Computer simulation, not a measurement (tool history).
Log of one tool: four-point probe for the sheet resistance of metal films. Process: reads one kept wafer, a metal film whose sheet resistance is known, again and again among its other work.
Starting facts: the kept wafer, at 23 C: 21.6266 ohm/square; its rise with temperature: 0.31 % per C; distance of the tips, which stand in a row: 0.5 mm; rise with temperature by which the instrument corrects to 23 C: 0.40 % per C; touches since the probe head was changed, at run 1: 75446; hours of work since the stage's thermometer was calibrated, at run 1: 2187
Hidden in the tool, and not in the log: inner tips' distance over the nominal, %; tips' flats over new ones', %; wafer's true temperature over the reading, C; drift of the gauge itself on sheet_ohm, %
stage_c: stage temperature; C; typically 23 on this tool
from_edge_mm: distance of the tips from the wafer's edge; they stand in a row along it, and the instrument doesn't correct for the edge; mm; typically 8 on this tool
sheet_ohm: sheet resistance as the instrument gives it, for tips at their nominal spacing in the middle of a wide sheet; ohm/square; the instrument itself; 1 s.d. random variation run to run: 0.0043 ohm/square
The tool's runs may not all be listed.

run   hour  stage_c  from_edge_mm  touches since the probe head was changed  hours of work since the stage's thermometer was calibrated  sheet_ohm
  1      0       23             8                                     75446                                                        2187   21.67097
  2   64.5       23             8                                     77276                                                        2223  21.674391
  3  154.9       23             8                                     79840                                                        2274  21.662612
  4  201.9       23             8                                     81172                                                        2300  21.667916
  5  253.6       27             8                                     82638                                                        2329  21.598841
  6  313.2       27             8                                     84328                                                        2362  21.595252
  7  390.9       28             8                                     86530                                                        2406   21.58093

Run 8 has not been measured yet. What should we expect?
  8  484.7       28             8                                     89192                                                        2458          ?

{"run 8": {"sheet_ohm": 21.58059}}
On a tool with no hidden condition, and with the same random variation, this run would have come out at sheet_ohm 21.581269 ohm/square.

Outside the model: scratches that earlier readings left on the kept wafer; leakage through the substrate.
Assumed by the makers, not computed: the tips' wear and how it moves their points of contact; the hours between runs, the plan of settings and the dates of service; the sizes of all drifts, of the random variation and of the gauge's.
